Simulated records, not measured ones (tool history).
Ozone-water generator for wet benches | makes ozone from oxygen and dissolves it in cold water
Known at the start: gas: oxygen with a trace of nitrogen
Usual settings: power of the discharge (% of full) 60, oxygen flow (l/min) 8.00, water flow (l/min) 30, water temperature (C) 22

run    hour  power of the discharge (% of full)  oxygen flow (l/min)  water flow (l/min)  water temperature (C)  dissolved ozone (ppm)  ozone in the gas ahead of the water (g/m3)
  1     0.0                                  60                 8.00                  30                     22                   14.3                                       149.5
  2   141.0                                  60                 8.00                  30                     19                   14.4                                       148.3
  3   342.7                                  60                 4.16                  30                     19                   13.2                                       203.8
  4   483.7                                  57                 8.00                  30                     22                   13.3                                       144.4
  5   598.7                                  60                 8.00                  30                     22                   13.5                                       147.2
  6   802.8                                  60                 8.00                  30                     22                   13.6                                       145.4
  7   976.5                                  60                 8.00                  30                     22                   13.3                                       145.8
     1086.5  -- water thermometer calibrated
  8  1116.1                                  60                 8.00                  30                     19                   13.9                                       143.9
  9  1311.2                                  60                 5.35                  30                     19                   13.3                                       176.8
 10  1497.2                                  60                 5.35                  30                     19                   13.3                                       175.6
 11  1691.3                                  60                 5.35                  30                     19                   13.3                                       176.0
 12  1837.4                                  60                10.45                  30                     22                   13.0                                       124.7
 13  2038.8                                  60                10.45                  30                     22                   13.1                                       125.2
 14  2142.2                                  60                10.45                  30                     22                   13.0                                       123.8
 15  2232.8                                  60                10.45                  30                     22                   12.9                                       124.9
 16  2347.1                                  84                 8.00                  34                     23                   13.3                                       166.5
 17  2511.2                                  60                 8.00                  30                     24                   12.3                                       140.5
 18  2650.0                                  60                 8.00                  30                     24                   12.3                                       139.5
 19  2747.8                                  97                 8.00                  30                     22                   15.5                                       175.3
 20  2850.1                                  60                 5.57                  20                     16                   19.3                                       167.7
 21  2999.6                                  60                 9.26                  20                     19                   18.0                                       129.2
 22  3131.1                                  60                 9.26                  20                     19                   18.2                                       129.1
 23  3285.6                                  76                 6.54                  23                     26                   15.8                                       170.3
 24  3413.3                                  67                 8.00                  30                     22                   12.7                                       145.8
 25  3548.3                                  67                 8.00                  30                     22                   13.0                                       145.0
 26  3669.5                                  67                 5.65                  30                     22                   12.6                                       171.0
 27  3800.3                                  60                 8.74                  30                     22                   12.1                                       133.3
 28  3938.5                                  60                 8.74                  30                     22                   12.1                                       130.9
 29  4139.7                                  79                 8.74                  30                     23                   13.3                                       146.7
     4186.5  -- water thermometer calibrated
 30  4327.2                                  93                 6.56                  43                     21                    9.9                                       180.8

4 ways to go on from here, each from the tool as it stands after run 30. What would each give?
  A  4424.4                                  77                 6.56                  43                     21                      ?                                           ?
  B  4424.4                                  60                12.54                  30                     22                      ?                                           ?
  C  4424.4                                  93                13.62                  34                     21                      ?                                           ?
  D  4424.4                                  93                 6.04                  20                     21                      ?                                           ?

run  dissolved ozone (ppm)  ozone in the gas ahead of the water (g/m3)
  A                    9.1                                       165.3
  B                   11.4                                       108.8
  C                   13.0                                       126.3
  D                   21.0                                       188.5
Without the tool's hidden state the same runs would have given:
run  dissolved ozone (ppm)  ozone in the gas ahead of the water (g/m3)
  A                   11.0                                       185.9
  B                   13.5                                       120.6
  C                   15.8                                       143.5
  D                   25.1                                       214.3
